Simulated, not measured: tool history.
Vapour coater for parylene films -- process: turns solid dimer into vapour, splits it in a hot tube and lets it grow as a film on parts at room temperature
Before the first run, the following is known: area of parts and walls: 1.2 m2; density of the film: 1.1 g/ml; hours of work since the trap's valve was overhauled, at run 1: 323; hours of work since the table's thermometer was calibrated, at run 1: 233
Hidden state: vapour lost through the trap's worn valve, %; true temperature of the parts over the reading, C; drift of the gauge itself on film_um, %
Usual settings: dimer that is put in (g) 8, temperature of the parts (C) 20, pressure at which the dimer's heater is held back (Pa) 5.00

run,hour,dimer that is put in (g),temperature of the parts (C),pressure at which the dimer's heater is held back (Pa),hours of work since the trap's valve was overhauled,hours of work since the table's thermometer was calibrated,thickness of the film (nm)
1,0.0,8,20,5.00,323,233,3690
2,25.0,8,20,5.00,339,249,3650
# hour 45.0: trap's valve overhauled
3,51.7,8,20,5.00,4,263,3900
4,78.5,8,20,3.16,21,280,4440
5,90.4,6,20,5.00,29,288,2940
6,111.0,8,20,5.00,42,301,3930
7,133.2,8,20,6.52,56,315,3650
8,147.7,8,20,6.52,65,324,3650
9,173.7,13,20,5.00,82,340,6470
10,189.2,13,20,4.79,91,350,6430
11,207.8,13,20,4.79,103,362,6420
12,225.6,13,20,4.79,115,373,6340
13,251.8,8,19,5.00,131,390,3990
14,278.0,8,19,5.00,148,407,3870
15,298.1,8,20,2.91,161,419,4420
16,312.1,8,20,2.91,169,428,4410
17,329.5,8,20,5.00,180,439,3850
18,341.9,8,20,5.00,188,447,3740
19,360.7,8,20,2.48,200,459,4560
20,376.9,8,29,2.48,211,469,3900
21,391.2,8,29,2.48,220,479,3850
22,406.6,8,29,2.48,229,488,3790
23,431.5,8,29,2.48,245,504,3800
24,451.3,8,29,2.48,258,517,3820
25,468.5,8,20,7.25,269,528,3380
26,496.2,8,20,7.25,286,545,3440
27,512.0,11,16,7.25,296,555,4960
28,537.3,11,16,7.25,312,571,4950
29,551.4,3,17,2.69,321,580,1680
30,567.0,8,17,5.00,331,590,3900
31,580.0,8,17,5.00,339,598,3820
32,593.6,8,16,4.35,348,607,4090
# hour 601.2: trap's valve overhauled
33,609.5,8,14,4.35,5,615,4440
34,623.2,8,14,4.35,14,623,4530
35,649.9,8,14,4.35,31,640,4570
36,669.1,5,14,2.55,43,652,3300
37,682.6,5,14,2.55,52,661,3250
38,709.1,5,14,2.55,68,678,3190
39,730.4,11,25,5.00,82,691,4970
40,752.8,8,14,3.02,96,705,4920
41,768.4,3,21,11.59,106,715,1180
42,789.3,3,21,11.59,119,729,1190
43,803.6,11,13,5.21,128,738,5880
44,827.2,8,19,5.30,143,753,3850
45,839.4,3,15,5.38,151,760,1510

Predict each of these 5 candidate next runs independently; none follows another, all start after run 45:
A,852.8,13,31,2.52,160,769,?
B,852.8,13,31,2.19,160,769,?
C,852.8,5,15,5.38,160,769,?
D,852.8,8,24,5.00,160,769,?
E,852.8,8,20,6.90,160,769,?

run,thickness of the film (nm)
A,6080
B,6310
C,2550
D,3580
E,3520
Without the tool's unlogged condition, the same runs would have read:
run,thickness of the film (nm)
A,6370
B,6610
C,2680
D,3750
E,3680
